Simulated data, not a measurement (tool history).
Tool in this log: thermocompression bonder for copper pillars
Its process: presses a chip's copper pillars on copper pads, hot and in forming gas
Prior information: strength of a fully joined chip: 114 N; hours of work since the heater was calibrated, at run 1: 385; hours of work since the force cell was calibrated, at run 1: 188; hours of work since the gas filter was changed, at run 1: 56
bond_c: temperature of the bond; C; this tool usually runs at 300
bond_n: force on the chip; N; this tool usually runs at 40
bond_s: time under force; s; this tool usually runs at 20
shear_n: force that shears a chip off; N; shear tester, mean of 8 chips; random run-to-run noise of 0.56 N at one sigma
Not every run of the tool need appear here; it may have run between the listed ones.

run   hour  bond_c  bond_n  bond_s  hours of work since the heater was calibrated  hours of work since the force cell was calibrated  hours of work since the gas filter was changed  shear_n
  1    0.0     300      40      20                                            385                                                188                                              56     69.4
  2   10.9     300      40      20                                            392                                                195                                              64     70.2
  3   19.8     300      40      20                                            398                                                201                                              70     69.5
  4   26.1     300      40      20                                            402                                                205                                              74     69.7
  5   32.7     276      40      20                                            407                                                210                                              78     56.6
  6   38.6     300      40      20                                            411                                                214                                              82     68.9
  7   48.0     300      40      20                                            417                                                220                                              89     68.8
  8   56.8     300      40      20                                            423                                                226                                              95     69.2
  9   62.6     300      40      20                                            427                                                230                                              98     68.8
 10   71.9     300      40      20                                            433                                                236                                             105     68.2
 11   82.8     300      40      20                                            441                                                243                                             112     68.5
 12   90.1     300      40      20                                            445                                                248                                             117     68.1
 13  101.1     300      31      20                                            453                                                256                                             124     60.0
 14  107.0     300      31      20                                            457                                                260                                             128     60.3
 15  118.1     300      40      20                                            464                                                267                                             136     67.5
 16  124.2     300      40      20                                            468                                                271                                             140     68.0
 17  134.4     300      40      20                                            475                                                278                                             147     66.8
 18  139.4     300      40      20                                            479                                                282                                             150     68.1
 19  150.2     300      40      20                                            486                                                289                                             158     68.1
     152.1  -- forming gas filter changed
 20  155.5     300      40      20                                            489                                                292                                               2     69.9
 21  165.8     312      28      45                                            496                                                299                                               9     81.9
 22  176.0     321      32      18                                            503                                                306                                              16     70.1
 23  184.5     321      32      18                                            509                                                312                                              22     70.6
 24  191.1     310      54      18                                            513                                                316                                              26     82.4
 25  196.9     316      35      40                                            517                                                320                                              30     86.0
 26  205.3     316      34      39                                            523                                                326                                              36     86.1
 27  213.0     273      41      43                                            528                                                331                                              41     71.5
 28  223.1     273      41      43                                            535                                                338                                              48     71.7
 29  230.6     280      41      14                                            540                                                343                                              53     53.5
 30  235.2     280      41      14                                            543                                                346                                              56     52.5
 31  240.7     300      32      29                                            547                                                350                                              60     68.5
 32  248.0     300      32      29                                            552                                                355                                              65     69.4
 33  258.7     301      40      14                                            559                                                362                                              72     61.7
 34  269.8     301      59      33                                            566                                                369                                              79     90.3
 35  277.4     301      33      25                                            571                                                374                                              85     67.2
 36  284.2     301      39      22                                            576                                                379                                              89     69.8
 37  291.0     301      39      22                                            581                                                384                                              94     69.3
 38  300.3     301      39      22                                            587                                                390                                             100     69.8
 39  310.1     301      39      22                                            593                                                396                                             107     69.1

5 options for the next run, each taken on its own from the tool as it stands now. Forecast them:
  A  317.9     283      41      22                                            599                                                402                                             112        ?
  B  317.9     280      52      22                                            599                                                402                                             112        ?
  C  317.9     326      44      18                                            599                                                402                                             112        ?
  D  317.9     274      40      20                                            599                                                402                                             112        ?
  E  317.9     301      39      40                                            599                                                402                                             112        ?

run  shear_n
  A     61.2
  B     68.2
  C     81.7
  D     54.9
  E     80.7
The same runs, with their run-to-run variation unchanged, on a tool lacking any hidden condition would have given:
run  shear_n
  A     66.6
  B     73.9
  C     86.9
  D     60.2
  E     86.2
